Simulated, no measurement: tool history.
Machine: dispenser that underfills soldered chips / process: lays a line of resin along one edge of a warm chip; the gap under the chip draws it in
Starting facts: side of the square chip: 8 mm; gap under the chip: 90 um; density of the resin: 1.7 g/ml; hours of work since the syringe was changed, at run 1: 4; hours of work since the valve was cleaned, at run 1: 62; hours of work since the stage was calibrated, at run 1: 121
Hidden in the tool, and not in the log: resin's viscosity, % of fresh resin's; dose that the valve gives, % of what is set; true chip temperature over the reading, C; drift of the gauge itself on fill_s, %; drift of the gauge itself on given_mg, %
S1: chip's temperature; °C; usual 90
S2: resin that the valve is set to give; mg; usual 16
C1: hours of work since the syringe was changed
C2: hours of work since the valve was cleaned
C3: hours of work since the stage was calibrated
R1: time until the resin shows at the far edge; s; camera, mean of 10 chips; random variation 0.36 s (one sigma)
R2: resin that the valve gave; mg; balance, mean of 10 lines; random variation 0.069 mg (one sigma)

run 1 hour=0 | S1=90 S2=16 | C1=4 C2=62 C3=121 | R1=23.3 R2=15.27
run 2 hour=3 | S1=90 S2=16 | C1=6 C2=64 C3=124 | R1=25.7 R2=15.18
-- hour=4.7 new syringe of resin
run 3 hour=5.3 | S1=90 S2=19.1 | C1=0 C2=66 C3=125 | R1=19.9 R2=18.09
run 4 hour=9.2 | S1=90 S2=19.1 | C1=3 C2=69 C3=128 | R1=22.5 R2=18.14
run 5 hour=11.9 | S1=90 S2=19.1 | C1=6 C2=71 C3=130 | R1=24.5 R2=18.07
-- hour=14.2 new syringe of resin
run 6 hour=14.6 | S1=90 S2=19.1 | C1=0 C2=73 C3=132 | R1=19.7 R2=18.1
run 7 hour=17.5 | S1=90 S2=19.9 | C1=3 C2=75 C3=134 | R1=21.4 R2=18.71
run 8 hour=19.7 | S1=92 S2=19.9 | C1=4 C2=77 C3=136 | R1=22.1 R2=18.71
-- hour=23.6 new syringe of resin
run 9 hour=24 | S1=90 S2=16 | C1=0 C2=80 C3=139 | R1=20.2 R2=15
run 10 hour=26.8 | S1=83 S2=16 | C1=3 C2=82 C3=142 | R1=27.3 R2=14.94
run 11 hour=30.6 | S1=99 S2=16 | C1=6 C2=85 C3=145 | R1=19.2 R2=14.9
-- hour=33.1 new syringe of resin
run 12 hour=34.8 | S1=90 S2=14.9 | C1=1 C2=88 C3=148 | R1=20.6 R2=13.91
-- hour=36.1 dispensing valve cleaned and set on the balance
run 13 hour=39.5 | S1=90 S2=16 | C1=4 C2=3 C3=150 | R1=23.2 R2=16
-- hour=43.5 new syringe of resin
run 14 hour=44.3 | S1=90 S2=16 | C1=1 C2=6 C3=154 | R1=20.4 R2=16.05
run 15 hour=47.9 | S1=90 S2=16 | C1=3 C2=9 C3=157 | R1=23.2 R2=15.87
-- hour=52.9 new syringe of resin
run 16 hour=52.9 | S1=90 S2=16 | C1=0 C2=13 C3=161 | R1=19.3 R2=15.97
run 17 hour=55.9 | S1=90 S2=16 | C1=2 C2=15 C3=163 | R1=21.8 R2=15.89
run 18 hour=59.5 | S1=78 S2=16 | C1=5 C2=18 C3=166 | R1=35.2 R2=15.78
-- hour=62.2 new syringe of resin
run 19 hour=63.4 | S1=78 S2=16 | C1=1 C2=21 C3=169 | R1=30.1 R2=15.75
run 20 hour=66.2 | S1=79 S2=16 | C1=3 C2=23 C3=171 | R1=31.6 R2=15.72
run 21 hour=69 | S1=79 S2=16 | C1=5 C2=25 C3=173 | R1=33.9 R2=15.63
-- hour=71.7 new syringe of resin
run 22 hour=72.4 | S1=95 S2=15.9 | C1=1 C2=28 C3=175 | R1=17.9 R2=15.53
run 23 hour=77.2 | S1=95 S2=15.9 | C1=4 C2=31 C3=179 | R1=20.3 R2=15.44
run 24 hour=79.2 | S1=104 S2=15.9 | C1=6 C2=33 C3=181 | R1=17.4 R2=15.39
-- hour=81 new syringe of resin
run 25 hour=83.7 | S1=94 S2=14.4 | C1=2 C2=36 C3=184 | R1=20.5 R2=13.97
run 26 hour=88.3 | S1=92 S2=13.8 | C1=6 C2=40 C3=188 | R1=25.3 R2=13.4
-- hour=90.2 new syringe of resin
run 27 hour=91.8 | S1=89 S2=17.9 | C1=1 C2=42 C3=190 | R1=21.1 R2=17.25
run 28 hour=93.8 | S1=100 S2=16.2 | C1=3 C2=44 C3=192 | R1=16.3 R2=15.62
run 29 hour=96 | S1=92 S2=16.2 | C1=5 C2=46 C3=193 | R1=23.2 R2=15.69
-- hour=99.7 new syringe of resin
run 30 hour=99.8 | S1=102 S2=20.2 | C1=0 C2=48 C3=196 | R1=13.5 R2=19.47
run 31 hour=103.4 | S1=90 S2=13.9 | C1=3 C2=51 C3=199 | R1=22.8 R2=13.31
run 32 hour=106.1 | S1=77 S2=15.5 | C1=5 C2=53 C3=201 | R1=35.8 R2=14.84
run 33 hour=108.1 | S1=77 S2=15.5 | C1=7 C2=55 C3=203 | R1=38.5 R2=14.86
-- hour=109.2 new syringe of resin
run 34 hour=110.3 | S1=77 S2=15.5 | C1=1 C2=56 C3=204 | R1=31 R2=14.83
run 35 hour=114 | S1=77 S2=15.5 | C1=4 C2=59 C3=207 | R1=33.8 R2=14.74
-- hour=118.7 new syringe of resin
run 36 hour=118.7 | S1=85 S2=16.8 | C1=0 C2=63 C3=211 | R1=23 R2=16.06

Forecast each of these 3 alternatives for the next run:
run A hour=120.7 | S1=95 S2=18.8 | C1=2 C2=64 C3=212 | R1=? R2=?
run B hour=120.7 | S1=90 S2=16.2 | C1=2 C2=64 C3=212 | R1=? R2=?
run C hour=120.7 | S1=90 S2=15.3 | C1=2 C2=64 C3=212 | R1=? R2=?

run=A R1=17.9 R2=17.85
run=B R1=21.2 R2=15.4
run=C R1=20.9 R2=14.5
With no hidden state in the tool, these same runs would have given:
run=A R1=16.3 R2=18.81
run=B R1=19.2 R2=16.23
run=C R1=18.9 R2=15.28
